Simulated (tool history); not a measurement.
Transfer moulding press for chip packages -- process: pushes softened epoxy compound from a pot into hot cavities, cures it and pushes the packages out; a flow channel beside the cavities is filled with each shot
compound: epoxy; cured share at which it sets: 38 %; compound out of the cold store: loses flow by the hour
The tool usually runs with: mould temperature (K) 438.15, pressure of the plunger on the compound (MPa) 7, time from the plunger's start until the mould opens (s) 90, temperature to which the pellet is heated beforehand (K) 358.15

| run | hour | mould temperature (K) | pressure of the plunger on the compound (MPa) | time from the plunger's start until the mould opens (s) | temperature to which the pellet is heated beforehand (K) | incoming compound's hours out of the cold store | length that the compound runs in the flow channel (mm) | greatest force on the pins that push the packages out (N) |
|---|---|---|---|---|---|---|---|---|
| 1 | 0 | 438.15 | 7 | 90 | 358.15 | 20 | 508 | 369 |
| 2 | 16.3 | 438.15 | 7.97 | 90 | 358.15 | 29.7 | 518 | 390 |
| 3 | 33.4 | 438.15 | 7.97 | 90 | 358.15 | 23.2 | 525 | 409 |
|  | 40.9 | cavities cleaned with cleaning compound and waxed |
| 4 | 61.2 | 438.15 | 7.97 | 90 | 358.15 | 30.4 | 505 | 292 |
| 5 | 73.1 | 438.15 | 7.97 | 90 | 358.15 | 13.9 | 558 | 337 |
| 6 | 99.2 | 438.15 | 7.97 | 90 | 368.15 | 16.7 | 547 | 385 |
|  | 118.3 | cavities cleaned with cleaning compound and waxed |
| 7 | 126.9 | 438.15 | 7 | 90 | 358.15 | 13.2 | 516 | 260 |
| 8 | 153.9 | 438.15 | 7 | 90 | 358.15 | 34.5 | 449 | 337 |
| 9 | 165.4 | 438.15 | 7 | 90 | 358.15 | 15.4 | 502 | 383 |
| 10 | 185.2 | 438.15 | 7 | 90 | 353.15 | 21.3 | 487 | 402 |
|  | 194.1 | plunger's sealing rings changed |
|  | 198.2 | cavities cleaned with cleaning compound and waxed |
|  | 211 | mould's thermocouples calibrated |
| 11 | 212.5 | 438.15 | 7 | 122 | 358.15 | 15.8 | 554 | 224 |
| 12 | 238.8 | 438.15 | 7 | 122 | 358.15 | 24.9 | 525 | 315 |
| 13 | 263.7 | 438.15 | 7 | 122 | 358.15 | 34.3 | 499 | 363 |
|  | 277.5 | cavities cleaned with cleaning compound and waxed |
| 14 | 284.7 | 438.15 | 7 | 122 | 358.15 | 41.6 | 478 | 209 |
| 15 | 312.1 | 438.15 | 7.87 | 128 | 358.15 | 29.4 | 536 | 293 |
| 16 | 324.4 | 437.15 | 6.11 | 112 | 358.15 | 23.2 | 489 | 342 |
| 17 | 342.6 | 443.15 | 7 | 80 | 358.15 | 42.3 | 455 | 388 |
|  | 355.8 | cavities cleaned with cleaning compound and waxed |
| 18 | 355.8 | 439.15 | 8.56 | 105 | 367.15 | 21.9 | 566 | 179 |
| 19 | 376.9 | 439.15 | 8.56 | 105 | 367.15 | 39.4 | 512 | 265 |
| 20 | 397.2 | 438.15 | 8.77 | 77 | 354.15 | 24.1 | 567 | 443 |
| 21 | 413.4 | 440.15 | 7.16 | 128 | 354.15 | 10.3 | 548 | 340 |
|  | 433.8 | cavities cleaned with cleaning compound and waxed |
| 22 | 442.4 | 439.15 | 7 | 90 | 358.15 | 41.1 | 452 | 243 |
| 23 | 457.7 | 438.15 | 7.43 | 110 | 353.15 | 15.9 | 536 | 266 |

Run 24 comes next. What will it give?
| 24 | 475.3 | 438.15 | 7.59 | 73 | 358.15 | 24.5 | ? | ? |

length that the compound runs in the flow channel (mm): 513
greatest force on the pins that push the packages out (N): 515
Had the tool carried no hidden state, the very same run would have given length that the compound runs in the flow channel (mm) 557, greatest force on the pins that push the packages out (N) 286.
